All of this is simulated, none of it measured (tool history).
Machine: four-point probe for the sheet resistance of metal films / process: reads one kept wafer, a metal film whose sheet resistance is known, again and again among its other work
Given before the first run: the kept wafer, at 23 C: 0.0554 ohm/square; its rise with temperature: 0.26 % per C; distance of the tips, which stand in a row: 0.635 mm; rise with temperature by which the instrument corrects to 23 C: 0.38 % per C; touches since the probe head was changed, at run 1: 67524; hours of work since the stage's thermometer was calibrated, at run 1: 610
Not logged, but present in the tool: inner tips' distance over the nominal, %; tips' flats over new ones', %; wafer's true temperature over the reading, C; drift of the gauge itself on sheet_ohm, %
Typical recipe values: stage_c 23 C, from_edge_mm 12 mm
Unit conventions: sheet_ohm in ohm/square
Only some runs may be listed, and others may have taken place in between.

run,hour,stage_c,from_edge_mm,touches since the probe head was changed,hours of work since the stage's thermometer was calibrated,sheet_ohm
1,0,23,12,67524,610,0.055216
2,17.8,23,12,68343,621,0.055229
3,28.4,23,12,68835,627,0.055228
4,51.8,23,12,69911,640,0.055216
5,76.9,23,12,71069,655,0.055222
6,98.5,23,12,72064,668,0.055226
7,111,23,12,72641,675,0.055253
8,129,23,12,73471,685,0.055222
9,151.6,23,12,74511,699,0.055228
10,171.3,23,12,75423,710,0.055247
11,191.6,23,12,76357,722,0.055257
12,207.4,23,12,77084,731,0.055241
13,231,23,43,78175,745,0.055177
14,244.5,23,43,78797,753,0.055166
15,270.5,23,43,79996,768,0.055174
16,292.2,23,43,80994,781,0.055187
17,307.6,23,43,81706,790,0.055195
18,325.2,23,43,82513,800,0.055181
19,342.4,23,12,83307,810,0.05527
20,363.6,23,12,84287,822,0.055257
21,385.9,23,10,85312,835,0.055325
22,408.2,23,10,86340,848,0.055338
23,419.2,32,34,86847,855,0.054651
24,442.7,30,36,87931,868,0.05478
25,465.2,30,36,88970,882,0.054768
26,483.8,30,4,89827,892,0.055503
27,505.5,21,20,90826,905,0.055373
28,516.8,26,64,91346,912,0.055016
29,538.6,21,5,92353,924,0.055819
30,556.3,21,5,93167,935,0.055849
# hour 558.5: stage's thermometer calibrated
31,574.5,28,5,93984,9,0.05538
32,589.3,24,4,94668,18,0.05589
33,601.8,26,12,95245,25,0.05512
# hour 610.1: stage's thermometer calibrated, once more
34,613.9,23,44,95780,2,0.055207
35,634.4,23,44,96721,14,0.055224
36,654.9,20,73,97666,26,0.055405
37,674.6,20,73,98577,38,0.055415
38,699.2,20,12,99712,52,0.055513
39,711.8,23,72,100290,59,0.055211
40,726.3,23,72,100960,68,0.055228
41,741.5,23,72,101659,77,0.055195
42,760.5,28,4,102537,88,0.055634

What if the next run were any one of these 3? Each begins from the tool's condition after run 42:
A,783.1,35,12,103580,101,?
B,783.1,21,17,103580,101,?
C,783.1,24,7,103580,101,?

run,sheet_ohm
A,0.054543
B,0.055402
C,0.0554
Stripped of hidden state, with their random variation kept, the same runs would have yielded:
run,sheet_ohm
A,0.054722
B,0.055584
C,0.055582
